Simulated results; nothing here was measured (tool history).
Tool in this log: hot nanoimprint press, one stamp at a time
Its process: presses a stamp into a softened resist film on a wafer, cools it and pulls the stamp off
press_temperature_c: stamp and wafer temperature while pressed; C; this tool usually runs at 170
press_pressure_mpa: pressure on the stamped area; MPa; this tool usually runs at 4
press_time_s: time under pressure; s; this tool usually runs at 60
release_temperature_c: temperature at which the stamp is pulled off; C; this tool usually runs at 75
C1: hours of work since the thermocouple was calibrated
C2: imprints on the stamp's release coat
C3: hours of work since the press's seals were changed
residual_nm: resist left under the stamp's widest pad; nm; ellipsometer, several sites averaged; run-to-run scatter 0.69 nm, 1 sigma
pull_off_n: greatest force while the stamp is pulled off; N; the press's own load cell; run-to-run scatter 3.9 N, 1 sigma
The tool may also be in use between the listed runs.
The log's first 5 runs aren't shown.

{"run": 6, "day": 2.842, "press_temperature_c": 170, "press_pressure_mpa": 4, "press_time_s": 60, "release_temperature_c": 75, "C1": 100, "C2": 717, "C3": 87, "residual_nm": 80.1, "pull_off_n": 229}
{"run": 7, "day": 3.408, "press_temperature_c": 170, "press_pressure_mpa": 4, "press_time_s": 60, "release_temperature_c": 75, "C1": 109, "C2": 744, "C3": 95, "residual_nm": 79.1, "pull_off_n": 241}
{"run": 8, "day": 3.746, "press_temperature_c": 170, "press_pressure_mpa": 4, "press_time_s": 60, "release_temperature_c": 75, "C1": 114, "C2": 761, "C3": 101, "residual_nm": 79.7, "pull_off_n": 230}
{"run": 9, "day": 4.329, "press_temperature_c": 170, "press_pressure_mpa": 4, "press_time_s": 60, "release_temperature_c": 65, "C1": 122, "C2": 789, "C3": 109, "residual_nm": 78.7, "pull_off_n": 250}
{"run": 10, "day": 4.65, "press_temperature_c": 170, "press_pressure_mpa": 4.5, "press_time_s": 60, "release_temperature_c": 75, "C1": 127, "C2": 804, "C3": 114, "residual_nm": 75.7, "pull_off_n": 239}
{"run": 11, "day": 5.038, "press_temperature_c": 170, "press_pressure_mpa": 4.5, "press_time_s": 60, "release_temperature_c": 75, "C1": 133, "C2": 823, "C3": 120, "residual_nm": 75.8, "pull_off_n": 237}
{"run": 12, "day": 5.633, "press_temperature_c": 170, "press_pressure_mpa": 4.5, "press_time_s": 60, "release_temperature_c": 75, "C1": 142, "C2": 852, "C3": 128, "residual_nm": 74.8, "pull_off_n": 242}
{"run": 13, "day": 6.083, "press_temperature_c": 170, "press_pressure_mpa": 4.5, "press_time_s": 60, "release_temperature_c": 75, "C1": 148, "C2": 873, "C3": 135, "residual_nm": 76, "pull_off_n": 243}
{"run": 14, "day": 6.417, "press_temperature_c": 170, "press_pressure_mpa": 4, "press_time_s": 60, "release_temperature_c": 75, "C1": 153, "C2": 890, "C3": 140, "residual_nm": 80.1, "pull_off_n": 237}
{"run": 15, "day": 7.038, "press_temperature_c": 170, "press_pressure_mpa": 4, "press_time_s": 60, "release_temperature_c": 75, "C1": 162, "C2": 920, "C3": 149, "residual_nm": 82.1, "pull_off_n": 246}
{"run": 16, "day": 7.642, "press_temperature_c": 170, "press_pressure_mpa": 5.72, "press_time_s": 44, "release_temperature_c": 75, "C1": 171, "C2": 949, "C3": 158, "residual_nm": 75.7, "pull_off_n": 245}
{"run": 17, "day": 8.138, "press_temperature_c": 175, "press_pressure_mpa": 4, "press_time_s": 60, "release_temperature_c": 75, "C1": 179, "C2": 973, "C3": 166, "residual_nm": 69.5, "pull_off_n": 252}
{"run": 18, "day": 8.704, "press_temperature_c": 171, "press_pressure_mpa": 2.93, "press_time_s": 102, "release_temperature_c": 75, "C1": 187, "C2": 1000, "C3": 174, "residual_nm": 74.4, "pull_off_n": 247}
{"run": 19, "day": 9.288, "press_temperature_c": 171, "press_pressure_mpa": 2.93, "press_time_s": 102, "release_temperature_c": 75, "C1": 196, "C2": 1028, "C3": 183, "residual_nm": 74.7, "pull_off_n": 265}
{"run": 20, "day": 9.817, "press_temperature_c": 170, "press_pressure_mpa": 4, "press_time_s": 60, "release_temperature_c": 68, "C1": 204, "C2": 1054, "C3": 190, "residual_nm": 80.3, "pull_off_n": 267}
{"run": 21, "day": 10.329, "press_temperature_c": 176, "press_pressure_mpa": 5.83, "press_time_s": 60, "release_temperature_c": 75, "C1": 211, "C2": 1079, "C3": 198, "residual_nm": 55.7, "pull_off_n": 261}
{"run": 22, "day": 10.629, "press_temperature_c": 170, "press_pressure_mpa": 4.41, "press_time_s": 60, "release_temperature_c": 75, "C1": 216, "C2": 1093, "C3": 202, "residual_nm": 78.5, "pull_off_n": 264}
{"run": 23, "day": 11.208, "press_temperature_c": 180, "press_pressure_mpa": 2.6, "press_time_s": 60, "release_temperature_c": 75, "C1": 224, "C2": 1121, "C3": 211, "residual_nm": 75.9, "pull_off_n": 262}
{"run": 24, "day": 11.817, "press_temperature_c": 180, "press_pressure_mpa": 2.6, "press_time_s": 60, "release_temperature_c": 75, "C1": 233, "C2": 1151, "C3": 220, "residual_nm": 74.6, "pull_off_n": 260}
{"run": 25, "day": 12.296, "press_temperature_c": 171, "press_pressure_mpa": 4, "press_time_s": 32, "release_temperature_c": 75, "C1": 240, "C2": 1174, "C3": 227, "residual_nm": 98.8, "pull_off_n": 264}
{"run": 26, "day": 12.892, "press_temperature_c": 168, "press_pressure_mpa": 4, "press_time_s": 84, "release_temperature_c": 75, "C1": 249, "C2": 1203, "C3": 236, "residual_nm": 76.2, "pull_off_n": 261}
{"run": 27, "day": 13.283, "press_temperature_c": 176, "press_pressure_mpa": 5.52, "press_time_s": 30, "release_temperature_c": 70, "C1": 255, "C2": 1221, "C3": 242, "residual_nm": 75.3, "pull_off_n": 274}

What does the tool deliver on the next run?
{"run": 28, "day": 13.567, "press_temperature_c": 176, "press_pressure_mpa": 5.52, "press_time_s": 30, "release_temperature_c": 70, "C1": 259, "C2": 1235, "C3": 246, "residual_nm": "?", "pull_off_n": "?"}

residual_nm: 76.4 nm
pull_off_n: 268 N
Minus the tool's unlogged condition, the same run would have read residual_nm 74 nm, pull_off_n 186 N.
